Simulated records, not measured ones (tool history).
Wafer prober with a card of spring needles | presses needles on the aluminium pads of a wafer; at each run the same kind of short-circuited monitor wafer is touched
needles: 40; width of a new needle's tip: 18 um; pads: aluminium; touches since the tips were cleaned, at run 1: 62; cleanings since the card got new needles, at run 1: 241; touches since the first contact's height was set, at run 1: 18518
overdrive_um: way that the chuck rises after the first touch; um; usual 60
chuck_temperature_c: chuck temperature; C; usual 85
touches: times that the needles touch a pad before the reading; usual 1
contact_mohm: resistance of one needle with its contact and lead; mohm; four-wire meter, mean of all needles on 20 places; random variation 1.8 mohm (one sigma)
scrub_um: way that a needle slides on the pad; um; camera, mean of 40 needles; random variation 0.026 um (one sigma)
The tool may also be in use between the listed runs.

run    hour  overdrive_um  chuck_temperature_c  touches  touches since the tips were cleaned  cleanings since the card got new needles  touches since the first contact's height was set  contact_mohm  scrub_um
  1     0.0            60                   85        1                                   62                                       241                                             18518           212     15.92
        8.3  -- tips cleaned on abrasive film
       18.7  -- tips cleaned on abrasive film
       27.0  -- tips cleaned on abrasive film
       37.3  -- tips cleaned on abrasive film
  2    42.4            60                   85        1                                 2169                                       245                                             36508           375     15.85
       46.6  -- tips cleaned on abrasive film
       54.9  -- tips cleaned on abrasive film
       65.3  -- tips cleaned on abrasive film
       73.6  -- tips cleaned on abrasive film
       84.0  -- tips cleaned on abrasive film
       92.3  -- tips cleaned on abrasive film
      102.6  -- tips cleaned on abrasive film
      110.9  -- tips cleaned on abrasive film
      121.3  -- tips cleaned on abrasive film
      129.6  -- tips cleaned on abrasive film
      129.9  -- height of the first contact set anew
      140.3  -- tips cleaned on abrasive film
  3   143.3            60                   85        1                                 1316                                       256                                              5710           313     15.73
      149.6  -- tips cleaned on abrasive film
      160.0  -- tips cleaned on abrasive film
      170.3  -- tips cleaned on abrasive film
      180.7  -- tips cleaned on abrasive film
      191.0  -- tips cleaned on abrasive film
      201.4  -- tips cleaned on abrasive film
      211.8  -- tips cleaned on abrasive film
      220.1  -- tips cleaned on abrasive film
      230.4  -- tips cleaned on abrasive film
      238.7  -- tips cleaned on abrasive film
  4   240.8            59                   85        1                                  880                                       266                                             47019           314     15.37
      247.4  -- tips cleaned on abrasive film
      255.7  -- tips cleaned on abrasive film
      266.0  -- tips cleaned on abrasive film
      274.3  -- tips cleaned on abrasive film
      284.7  -- tips cleaned on abrasive film
      293.0  -- tips cleaned on abrasive film
  5   293.3            59                   85        1                                  143                                       272                                             69264           217     15.26
      301.6  -- tips cleaned on abrasive film
      304.0  -- height of the first contact set anew
      312.3  -- tips cleaned on abrasive film
      320.6  -- tips cleaned on abrasive film
      328.9  -- tips cleaned on abrasive film
      339.3  -- tips cleaned on abrasive film
      349.7  -- tips cleaned on abrasive film
  6   357.3            59                   85        1                                 3267                                       278                                             22602           467     15.64
      359.4  -- tips cleaned on abrasive film
      369.8  -- tips cleaned on abrasive film
      380.2  -- tips cleaned on abrasive film
      388.5  -- tips cleaned on abrasive film
      396.8  -- tips cleaned on abrasive film
      405.1  -- tips cleaned on abrasive film
      415.4  -- tips cleaned on abrasive film
      423.8  -- tips cleaned on abrasive film
      434.1  -- tips cleaned on abrasive film
      442.4  -- tips cleaned on abrasive film
  7   446.5            59                   85        1                                 1764                                       288                                             60402           354     15.52
      452.8  -- tips cleaned on abrasive film
      461.1  -- tips cleaned on abrasive film
      471.5  -- tips cleaned on abrasive film
      477.9  -- height of the first contact set anew
      480.1  -- tips cleaned on abrasive film
      490.4  -- tips cleaned on abrasive film
  8   497.8            41                   85        1                                 3161                                       293                                              8435           714     10.92
      500.0  -- tips cleaned on abrasive film
      510.3  -- tips cleaned on abrasive film
      518.6  -- tips cleaned on abrasive film
      521.0  -- height of the first contact set anew, once more
      529.3  -- tips cleaned on abrasive film
      539.7  -- tips cleaned on abrasive film
      548.0  -- tips cleaned on abrasive film
      558.3  -- tips cleaned on abrasive film
      566.6  -- tips cleaned on abrasive film
      574.9  -- tips cleaned on abrasive film
      585.3  -- tips cleaned on abrasive film
      593.6  -- tips cleaned on abrasive film
  9   598.1            60                   85        1                                 1903                                       304                                             32664           357     15.88
      602.3  -- tips cleaned on abrasive film
      614.3  -- card fitted with new needles
      622.6  -- tips cleaned on abrasive film
      632.9  -- tips cleaned on abrasive film
      643.3  -- tips cleaned on abrasive film
      653.7  -- tips cleaned on abrasive film
      662.0  -- tips cleaned on abrasive film
      672.3  -- tips cleaned on abrasive film
      682.7  -- tips cleaned on abrasive film
      691.0  -- tips cleaned on abrasive film
      701.4  -- tips cleaned on abrasive film
 10   705.3            60                   85        1                                 1676                                         9                                             38589           299     15.89
      711.5  -- tips cleaned on abrasive film
      719.8  -- tips cleaned on abrasive film
      730.2  -- tips cleaned on abrasive film
      738.5  -- tips cleaned on abrasive film
      748.1  -- tips cleaned on abrasive film
 11   748.1            48                   85        1                                    0                                        14                                             56710           203     12.63
      758.5  -- tips cleaned on abrasive film
      766.8  -- tips cleaned on abrasive film
      777.1  -- tips cleaned on abrasive film
      785.4  -- tips cleaned on abrasive film
      787.8  -- height of the first contact set anew
      794.0  -- tips cleaned on abrasive film
      804.4  -- tips cleaned on abrasive film
      812.7  -- tips cleaned on abrasive film
      821.0  -- tips cleaned on abrasive film
 12   821.1            60                   85        1                                   24                                        22                                             14087           198     15.93
      829.4  -- tips cleaned on abrasive film
      837.7  -- tips cleaned on abrasive film
      848.0  -- tips cleaned on abrasive film
      856.3  -- tips cleaned on abrasive film
      866.7  -- tips cleaned on abrasive film
      877.1  -- tips cleaned on abrasive film
      887.4  -- tips cleaned on abrasive film
      897.8  -- tips cleaned on abrasive film
      906.1  -- tips cleaned on abrasive film
 13   909.3            60                   85        1                                 1352                                        31                                             51460           285     15.83
      915.5  -- tips cleaned on abrasive film
      925.9  -- tips cleaned on abrasive film
      934.2  -- tips cleaned on abrasive film
      944.5  -- tips cleaned on abrasive film
      954.9  -- tips cleaned on abrasive film
      961.4  -- height of the first contact set anew
      963.5  -- tips cleaned on abrasive film
      973.9  -- tips cleaned on abrasive film
      984.2  -- tips cleaned on abrasive film
 14   991.5            60                   85        1                                 3107                                        39                                             12775           358     15.96
      993.6  -- tips cleaned on abrasive film
     1002.0  -- tips cleaned on abrasive film
     1010.3  -- tips cleaned on abrasive film
     1018.6  -- tips cleaned on abrasive film
     1028.9  -- tips cleaned on abrasive film
     1039.3  -- tips cleaned on abrasive film
 15  1040.2            60                   85        1                                  403                                        45                                             33392           226     15.88
     1048.5  -- tips cleaned on abrasive film
     1058.9  -- tips cleaned on abrasive film
     1067.2  -- tips cleaned on abrasive film
     1077.6  -- tips cleaned on abrasive film
     1085.9  -- tips cleaned on abrasive film
     1096.2  -- tips cleaned on abrasive film
     1104.6  -- tips cleaned on abrasive film
     1114.9  -- tips cleaned on abrasive film
     1123.2  -- tips cleaned on abrasive film
 16  1130.5            60                   26        1                                 3111                                        54                                             71658           386     15.78
     1132.6  -- tips cleaned on abrasive film
     1135.0  -- height of the first contact set anew
     1143.3  -- tips cleaned on abrasive film
     1153.7  -- tips cleaned on abrasive film
     1162.0  -- tips cleaned on abrasive film
     1172.3  -- tips cleaned on abrasive film
     1180.6  -- tips cleaned on abrasive film
     1191.0  -- tips cleaned on abrasive film
     1201.4  -- tips cleaned on abrasive film
     1211.7  -- tips cleaned on abrasive film
     1220.5  -- tips cleaned on abrasive film
 17  1220.5            60                   26        2                                    0                                        64                                             36241           183     15.88
     1228.8  -- tips cleaned on abrasive film
     1237.1  -- tips cleaned on abrasive film
     1247.5  -- tips cleaned on abrasive film
     1255.8  -- tips cleaned on abrasive film
     1264.1  -- tips cleaned on abrasive film
     1272.4  -- tips cleaned on abrasive film
     1282.8  -- tips cleaned on abrasive film
     1293.2  -- tips cleaned on abrasive film
 18  1298.1            60                   26        2                                 2101                                        72                                             69105           277     15.82
     1302.3  -- tips cleaned on abrasive film
     1308.7  -- height of the first contact set anew
     1310.9  -- tips cleaned on abrasive film
     1321.2  -- tips cleaned on abrasive film
     1331.6  -- tips cleaned on abrasive film
     1342.0  -- tips cleaned on abrasive film
 19  1342.0            63                   69        3                                   12                                        77                                             14075           183     16.69

Forecast each of these 4 alternatives for the next run:
     1352.3  -- tips cleaned on abrasive film
     1362.7  -- tips cleaned on abrasive film
     1373.0  -- tips cleaned on abrasive film
     1381.3  -- tips cleaned on abrasive film
     1391.7  -- tips cleaned on abrasive film
     1400.0  -- tips cleaned on abrasive film
     1410.4  -- tips cleaned on abrasive film
     1418.7  -- tips cleaned on abrasive film
     1429.0  -- tips cleaned on abrasive film
  A  1433.0            60                   85        2                                 1708                                        86                                             52678             ?         ?
     1352.3  -- tips cleaned on abrasive film
     1362.7  -- tips cleaned on abrasive film
     1373.0  -- tips cleaned on abrasive film
     1381.3  -- tips cleaned on abrasive film
     1391.7  -- tips cleaned on abrasive film
     1400.0  -- tips cleaned on abrasive film
     1410.4  -- tips cleaned on abrasive film
     1418.7  -- tips cleaned on abrasive film
     1429.0  -- tips cleaned on abrasive film
  B  1433.0            41                   28        1                                 1708                                        86                                             52678             ?         ?
     1352.3  -- tips cleaned on abrasive film
     1362.7  -- tips cleaned on abrasive film
     1373.0  -- tips cleaned on abrasive film
     1381.3  -- tips cleaned on abrasive film
     1391.7  -- tips cleaned on abrasive film
     1400.0  -- tips cleaned on abrasive film
     1410.4  -- tips cleaned on abrasive film
     1418.7  -- tips cleaned on abrasive film
     1429.0  -- tips cleaned on abrasive film
  C  1433.0            49                   25        3                                 1708                                        86                                             52678             ?         ?
     1352.3  -- tips cleaned on abrasive film
     1362.7  -- tips cleaned on abrasive film
     1373.0  -- tips cleaned on abrasive film
     1381.3  -- tips cleaned on abrasive film
     1391.7  -- tips cleaned on abrasive film
     1400.0  -- tips cleaned on abrasive film
     1410.4  -- tips cleaned on abrasive film
     1418.7  -- tips cleaned on abrasive film
     1429.0  -- tips cleaned on abrasive film
  D  1433.0            63                   69        3                                 1708                                        86                                             52678             ?         ?

run  contact_mohm  scrub_um
  A           259     15.81
  B           458     10.79
  C           251     12.92
  D           222     16.64
Without the tool's hidden state the same runs would have given:
run  contact_mohm  scrub_um
  A           182     15.95
  B           175     10.93
  C           176     13.07
  D           179     16.78
